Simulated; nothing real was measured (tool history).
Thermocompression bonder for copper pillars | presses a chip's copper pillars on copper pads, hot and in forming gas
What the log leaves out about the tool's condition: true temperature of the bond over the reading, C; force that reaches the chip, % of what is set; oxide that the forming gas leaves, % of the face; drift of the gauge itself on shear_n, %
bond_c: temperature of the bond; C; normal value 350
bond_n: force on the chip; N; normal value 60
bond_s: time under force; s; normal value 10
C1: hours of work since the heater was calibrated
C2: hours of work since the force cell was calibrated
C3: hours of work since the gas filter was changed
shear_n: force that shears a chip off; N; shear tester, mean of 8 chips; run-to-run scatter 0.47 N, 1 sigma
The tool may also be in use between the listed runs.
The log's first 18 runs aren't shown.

{"run": 19, "hour": 829.9, "bond_c": 352, "bond_n": 37, "bond_s": 13, "C1": 18, "C2": 781, "C3": 244, "shear_n": 48.3}
{"run": 20, "hour": 870.8, "bond_c": 350, "bond_n": 43, "bond_s": 21, "C1": 41, "C2": 804, "C3": 267, "shear_n": 61.8}
{"run": 21, "hour": 934.6, "bond_c": 350, "bond_n": 43, "bond_s": 21, "C1": 77, "C2": 840, "C3": 304, "shear_n": 62.0}
{"run": 22, "hour": 965.0, "bond_c": 350, "bond_n": 43, "bond_s": 21, "C1": 95, "C2": 858, "C3": 321, "shear_n": 61.1}
{"run": 23, "hour": 1008.5, "bond_c": 350, "bond_n": 36, "bond_s": 16, "C1": 119, "C2": 882, "C3": 346, "shear_n": 49.8}
{"run": 24, "hour": 1046.6, "bond_c": 350, "bond_n": 36, "bond_s": 16, "C1": 141, "C2": 904, "C3": 367, "shear_n": 50.1}
{"hour": 1095.5, "done": "force cell calibrated"}
{"run": 25, "hour": 1100.1, "bond_c": 379, "bond_n": 40, "bond_s": 12, "C1": 171, "C2": 3, "C3": 397, "shear_n": 57.0}
{"run": 26, "hour": 1151.9, "bond_c": 379, "bond_n": 39, "bond_s": 16, "C1": 200, "C2": 32, "C3": 426, "shear_n": 61.6}
{"run": 27, "hour": 1202.6, "bond_c": 379, "bond_n": 39, "bond_s": 16, "C1": 229, "C2": 61, "C3": 455, "shear_n": 60.6}
{"hour": 1245.3, "done": "forming gas filter changed"}
{"run": 28, "hour": 1245.8, "bond_c": 379, "bond_n": 39, "bond_s": 16, "C1": 253, "C2": 85, "C3": 0, "shear_n": 65.0}
{"run": 29, "hour": 1283.3, "bond_c": 354, "bond_n": 38, "bond_s": 16, "C1": 274, "C2": 107, "C3": 22, "shear_n": 54.1}
{"run": 30, "hour": 1316.7, "bond_c": 352, "bond_n": 39, "bond_s": 16, "C1": 293, "C2": 126, "C3": 41, "shear_n": 54.3}
{"run": 31, "hour": 1366.3, "bond_c": 346, "bond_n": 78, "bond_s": 15, "C1": 322, "C2": 154, "C3": 69, "shear_n": 76.7}
{"run": 32, "hour": 1431.8, "bond_c": 346, "bond_n": 78, "bond_s": 15, "C1": 359, "C2": 191, "C3": 106, "shear_n": 76.3}

What if the next run were any one of these 3? Each begins from the tool's condition after run 32:
{"run": "A", "hour": 1495.6, "bond_c": 340, "bond_n": 41, "bond_s": 26, "C1": 395, "C2": 227, "C3": 142, "shear_n": "?"}
{"run": "B", "hour": 1495.6, "bond_c": 350, "bond_n": 65, "bond_s": 17, "C1": 395, "C2": 227, "C3": 142, "shear_n": "?"}
{"run": "C", "hour": 1495.6, "bond_c": 369, "bond_n": 78, "bond_s": 13, "C1": 395, "C2": 227, "C3": 142, "shear_n": "?"}

run=A shear_n=59.9
run=B shear_n=74.0
run=C shear_n=83.5
Had the tool no hidden state, the same runs would have come out as:
run=A shear_n=58.9
run=B shear_n=73.2
run=C shear_n=83.2
